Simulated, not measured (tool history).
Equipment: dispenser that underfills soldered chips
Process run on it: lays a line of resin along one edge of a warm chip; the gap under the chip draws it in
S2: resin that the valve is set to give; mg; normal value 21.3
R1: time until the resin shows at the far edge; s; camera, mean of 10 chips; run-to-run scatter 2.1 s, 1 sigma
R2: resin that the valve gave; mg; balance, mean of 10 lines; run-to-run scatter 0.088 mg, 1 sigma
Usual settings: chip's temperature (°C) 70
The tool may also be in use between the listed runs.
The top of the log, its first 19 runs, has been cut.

{"hour": 140.3, "done": "new syringe of resin"}
{"run": 20, "hour": 142.7, "chip's temperature (°C)": 70, "S2": 22.7, "R1": 230.0, "R2": 22.06}
{"run": 21, "hour": 147.7, "chip's temperature (°C)": 82, "S2": 18.7, "R1": 179.3, "R2": 18.18}
{"hour": 151.3, "done": "new syringe of resin"}
{"run": 22, "hour": 155.8, "chip's temperature (°C)": 82, "S2": 18.7, "R1": 162.1, "R2": 18.11}
{"run": 23, "hour": 160.8, "chip's temperature (°C)": 70, "S2": 22.0, "R1": 293.2, "R2": 20.99}
{"hour": 162.7, "done": "new syringe of resin"}
{"run": 24, "hour": 166.6, "chip's temperature (°C)": 73, "S2": 19.2, "R1": 219.1, "R2": 18.46}
{"hour": 174.0, "done": "new syringe of resin"}
{"run": 25, "hour": 176.8, "chip's temperature (°C)": 66, "S2": 19.7, "R1": 277.5, "R2": 19.11}
{"hour": 184.9, "done": "new syringe of resin"}
{"run": 26, "hour": 185.7, "chip's temperature (°C)": 78, "S2": 22.4, "R1": 161.1, "R2": 21.51}
{"run": 27, "hour": 190.8, "chip's temperature (°C)": 78, "S2": 22.4, "R1": 187.5, "R2": 21.29}
{"hour": 195.7, "done": "new syringe of resin"}
{"run": 28, "hour": 200.1, "chip's temperature (°C)": 75, "S2": 26.2, "R1": 199.8, "R2": 24.69}
{"hour": 206.7, "done": "new syringe of resin"}
{"run": 29, "hour": 210.3, "chip's temperature (°C)": 75, "S2": 26.2, "R1": 189.3, "R2": 24.68}
{"hour": 217.8, "done": "dispensing valve cleaned and set on the balance"}
{"hour": 218.5, "done": "new syringe of resin"}
{"run": 30, "hour": 221.1, "chip's temperature (°C)": 75, "S2": 26.2, "R1": 186.9, "R2": 26.07}
{"run": 31, "hour": 225.3, "chip's temperature (°C)": 68, "S2": 23.2, "R1": 280.1, "R2": 23.11}
{"hour": 229.5, "done": "new syringe of resin"}
{"run": 32, "hour": 232.9, "chip's temperature (°C)": 68, "S2": 23.2, "R1": 246.1, "R2": 22.95}
{"run": 33, "hour": 239.2, "chip's temperature (°C)": 62, "S2": 18.6, "R1": 402.8, "R2": 18.36}

For run 34, what comes out?
{"hour": 240.3, "done": "new syringe of resin"}
{"run": 34, "hour": 249.5, "chip's temperature (°C)": 61, "S2": 27.1, "R1": "?", "R2": "?"}

{"run 34": {"R1": 408.7, "R2": 26.73}}
With no hidden state in the tool, this same run would have given R1 295.5 s, R2 27.22 mg.
